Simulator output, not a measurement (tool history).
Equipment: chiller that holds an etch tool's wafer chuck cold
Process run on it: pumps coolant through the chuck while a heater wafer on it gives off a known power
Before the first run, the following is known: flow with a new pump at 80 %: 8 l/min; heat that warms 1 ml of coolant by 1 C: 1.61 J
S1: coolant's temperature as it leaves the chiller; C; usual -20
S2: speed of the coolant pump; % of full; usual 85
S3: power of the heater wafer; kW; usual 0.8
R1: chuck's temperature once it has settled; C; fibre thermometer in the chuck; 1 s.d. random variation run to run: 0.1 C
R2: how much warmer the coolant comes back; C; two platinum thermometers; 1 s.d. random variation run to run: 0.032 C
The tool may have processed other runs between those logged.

Run 1, hour 0: usual settings. Result: R1 -13.9 C, R2 3.52 C.
Run 2, hour 144.9: usual settings. Result: R1 -13.9 C, R2 3.49 C.
Run 3, hour 353.2: usual settings. Result: R1 -13.7 C, R2 3.49 C.
Run 4, hour 517.6: usual settings but S1 -24 C. Result: R1 -17.7 C, R2 3.47 C.
Run 5, hour 656.3: usual settings. Result: R1 -13.8 C, R2 3.49 C.
Run 6, hour 787.7: usual settings. Result: R1 -13.8 C, R2 3.46 C.
Run 7, hour 945.8: usual settings. Result: R1 -13.8 C, R2 3.45 C.
Run 8, hour 1152.8: usual settings but S2 96 % of full. Result: R1 -14.5 C, R2 3.07 C.
Run 9, hour 1263.2: usual settings but S2 65 % of full. Result: R1 -12.5 C, R2 4.71 C.
Run 10, hour 1468.3: usual settings but S2 65 % of full. Result: R1 -12.4 C, R2 4.56 C.
Run 11, hour 1641.2: usual settings but S2 62 % of full. Result: R1 -11.9 C, R2 4.84 C.
Run 12, hour 1828.7: usual settings but S2 62 % of full, S3 0.661 kW. Result: R1 -13.3 C, R2 4.01 C.
Run 13, hour 1938.6: usual settings but S2 62 % of full, S3 0.661 kW. Result: R1 -13.5 C, R2 4.01 C.
Run 14, hour 2119: usual settings but S1 -29 C. Result: R1 -22.9 C, R2 3.43 C.
Run 15, hour 2259.3: usual settings but S1 -29 C. Result: R1 -22.8 C, R2 3.36 C.
Run 16, hour 2478.5: usual settings but S1 -29 C. Result: R1 -23 C, R2 3.41 C.
Run 17, hour 2638.2: usual settings but S1 -11 C, S2 71 % of full, S3 1.134 kW. Result: R1 -1 C, R2 5.93 C.
Run 18, hour 2781.3: usual settings but S1 -22 C, S2 81 % of full, S3 0.476 kW. Result: R1 -18.1 C, R2 2.05 C.
Run 19, hour 2922: usual settings but S1 -28 C, S2 61 % of full, S3 0.538 kW. Result: R1 -22.3 C, R2 3.27 C.
Run 20, hour 3106: usual settings but S1 -29 C, S2 67 % of full, S3 0.465 kW. Result: R1 -24.5 C, R2 2.53 C.
Run 21, hour 3216.6: usual settings but S1 -11 C, S2 74 % of full, S3 0.787 kW. Result: R1 -4.3 C, R2 3.89 C.
Run 22, hour 3373: usual settings but S2 80 % of full, S3 0.795 kW. Result: R1 -13.5 C, R2 3.53 C.
Run 23, hour 3548: usual settings but S2 73 % of full. Result: R1 -13 C, R2 4.02 C.
Run 24, hour 3744.3: usual settings but S1 -29 C, S2 62 % of full, S3 1.179 kW. Result: R1 -17.1 C, R2 7.12 C.
Run 25, hour 3884: usual settings but S1 -29 C, S2 62 % of full, S3 1.179 kW. Result: R1 -17.3 C, R2 7.14 C.
Run 26, hour 4086.6: usual settings but S1 -13 C, S3 1.091 kW. Result: R1 -4.6 C, R2 4.59 C.

Missing from the log above: 2 entries noted between runs. For each, name the pair of listed runs it sits between and say how the tool's hidden condition differs from the listed run just before to the listed run just after:
Runs 10 to 11: coolant pump overhauled (hour 1559.5)
  flow at a given pump speed, % of a new pump's: 99.8 -> 100; drift of the gauge itself on warmer_back_c, C: -0.06 -> -0.07
  measured result minus the result with no hidden state, R2: -0.06 -> -0.07 C
Runs 20 to 21: coolant changed, channels flushed (hour 3168.8)
  heat passed by the chuck's channels, % of clean ones': 99.8 -> 100; drift of the gauge itself on warmer_back_c, C: -0.13 -> -0.14
  measured result minus the result with no hidden state, R2: -0.13 -> -0.14 C
